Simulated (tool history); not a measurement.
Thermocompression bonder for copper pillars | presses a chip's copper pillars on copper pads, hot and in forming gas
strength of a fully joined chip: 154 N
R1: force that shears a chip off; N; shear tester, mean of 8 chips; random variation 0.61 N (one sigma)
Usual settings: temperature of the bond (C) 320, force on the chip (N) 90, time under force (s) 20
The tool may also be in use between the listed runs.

{"run": 1, "hour": 0.0, "temperature of the bond (C)": 320, "force on the chip (N)": 90, "time under force (s)": 20, "R1": 102}
{"run": 2, "hour": 25.4, "temperature of the bond (C)": 320, "force on the chip (N)": 90, "time under force (s)": 20, "R1": 101.6}
{"run": 3, "hour": 43.2, "temperature of the bond (C)": 320, "force on the chip (N)": 90, "time under force (s)": 20, "R1": 102.7}
{"run": 4, "hour": 65.5, "temperature of the bond (C)": 320, "force on the chip (N)": 90, "time under force (s)": 20, "R1": 102}
{"run": 5, "hour": 80.9, "temperature of the bond (C)": 320, "force on the chip (N)": 90, "time under force (s)": 14, "R1": 92}
{"run": 6, "hour": 97.5, "temperature of the bond (C)": 320, "force on the chip (N)": 58, "time under force (s)": 20, "R1": 78.9}
{"run": 7, "hour": 119.5, "temperature of the bond (C)": 320, "force on the chip (N)": 58, "time under force (s)": 20, "R1": 78.9}
{"run": 8, "hour": 139.7, "temperature of the bond (C)": 320, "force on the chip (N)": 64, "time under force (s)": 20, "R1": 83.4}
{"run": 9, "hour": 154.3, "temperature of the bond (C)": 320, "force on the chip (N)": 64, "time under force (s)": 20, "R1": 84.1}
{"run": 10, "hour": 171.7, "temperature of the bond (C)": 320, "force on the chip (N)": 64, "time under force (s)": 20, "R1": 84}
{"run": 11, "hour": 193.0, "temperature of the bond (C)": 320, "force on the chip (N)": 64, "time under force (s)": 20, "R1": 82.4}
{"run": 12, "hour": 215.0, "temperature of the bond (C)": 320, "force on the chip (N)": 64, "time under force (s)": 20, "R1": 82.7}
{"run": 13, "hour": 238.6, "temperature of the bond (C)": 320, "force on the chip (N)": 64, "time under force (s)": 20, "R1": 83.1}
{"run": 14, "hour": 263.0, "temperature of the bond (C)": 320, "force on the chip (N)": 64, "time under force (s)": 20, "R1": 85.8}
{"run": 15, "hour": 284.6, "temperature of the bond (C)": 320, "force on the chip (N)": 90, "time under force (s)": 12, "R1": 90.2}
{"run": 16, "hour": 307.2, "temperature of the bond (C)": 320, "force on the chip (N)": 90, "time under force (s)": 20, "R1": 104.1}
{"run": 17, "hour": 319.9, "temperature of the bond (C)": 320, "force on the chip (N)": 59, "time under force (s)": 20, "R1": 81.8}
{"run": 18, "hour": 338.4, "temperature of the bond (C)": 320, "force on the chip (N)": 55, "time under force (s)": 20, "R1": 77.3}
{"run": 19, "hour": 362.6, "temperature of the bond (C)": 320, "force on the chip (N)": 55, "time under force (s)": 20, "R1": 77.9}
{"run": 20, "hour": 379.7, "temperature of the bond (C)": 320, "force on the chip (N)": 55, "time under force (s)": 20, "R1": 78}
{"run": 21, "hour": 405.2, "temperature of the bond (C)": 339, "force on the chip (N)": 90, "time under force (s)": 20, "R1": 116.5}
{"run": 22, "hour": 423.6, "temperature of the bond (C)": 308, "force on the chip (N)": 76, "time under force (s)": 27, "R1": 93.5}
{"run": 23, "hour": 448.0, "temperature of the bond (C)": 308, "force on the chip (N)": 76, "time under force (s)": 27, "R1": 93.8}
{"run": 24, "hour": 462.4, "temperature of the bond (C)": 320, "force on the chip (N)": 58, "time under force (s)": 20, "R1": 79.7}
{"run": 25, "hour": 484.8, "temperature of the bond (C)": 320, "force on the chip (N)": 58, "time under force (s)": 20, "R1": 80.7}
{"run": 26, "hour": 507.6, "temperature of the bond (C)": 310, "force on the chip (N)": 132, "time under force (s)": 14, "R1": 105.2}
{"run": 27, "hour": 528.4, "temperature of the bond (C)": 329, "force on the chip (N)": 104, "time under force (s)": 14, "R1": 107.5}
{"run": 28, "hour": 539.8, "temperature of the bond (C)": 339, "force on the chip (N)": 131, "time under force (s)": 34, "R1": 140.4}
{"run": 29, "hour": 562.2, "temperature of the bond (C)": 339, "force on the chip (N)": 131, "time under force (s)": 34, "R1": 141.2}
{"run": 30, "hour": 576.0, "temperature of the bond (C)": 339, "force on the chip (N)": 131, "time under force (s)": 34, "R1": 140}
{"run": 31, "hour": 590.3, "temperature of the bond (C)": 324, "force on the chip (N)": 66, "time under force (s)": 11, "R1": 73.9}
{"run": 32, "hour": 603.7, "temperature of the bond (C)": 342, "force on the chip (N)": 81, "time under force (s)": 20, "R1": 111.5}
{"run": 33, "hour": 627.9, "temperature of the bond (C)": 291, "force on the chip (N)": 89, "time under force (s)": 46, "R1": 101.7}
{"run": 34, "hour": 647.2, "temperature of the bond (C)": 291, "force on the chip (N)": 89, "time under force (s)": 46, "R1": 102.4}
{"run": 35, "hour": 667.6, "temperature of the bond (C)": 320, "force on the chip (N)": 90, "time under force (s)": 31, "R1": 113.6}
{"run": 36, "hour": 680.4, "temperature of the bond (C)": 307, "force on the chip (N)": 90, "time under force (s)": 58, "R1": 119.9}
{"run": 37, "hour": 700.8, "temperature of the bond (C)": 300, "force on the chip (N)": 56, "time under force (s)": 20, "R1": 63.3}
{"run": 38, "hour": 714.8, "temperature of the bond (C)": 336, "force on the chip (N)": 72, "time under force (s)": 18, "R1": 99.1}
{"run": 39, "hour": 726.0, "temperature of the bond (C)": 307, "force on the chip (N)": 95, "time under force (s)": 53, "R1": 120.4}
{"run": 40, "hour": 746.5, "temperature of the bond (C)": 331, "force on the chip (N)": 90, "time under force (s)": 49, "R1": 130.1}
{"run": 41, "hour": 772.1, "temperature of the bond (C)": 331, "force on the chip (N)": 124, "time under force (s)": 43, "R1": 135.2}

Not shown: 1 entry that the log had between the listed runs. Between which runs, and how does the tool's hidden state differ before and after?
Between runs 13 and 14: forming gas filter changed (hour 246.4)
  true temperature of the bond over the reading, C: 2.7 -> 2.8; force that reaches the chip, % of what is set: 96.4 -> 96.3; oxide that the forming gas leaves, % of the face: 4.22 -> 0.67
  measured less the result without the state, R1: -3.1 -> +0 N
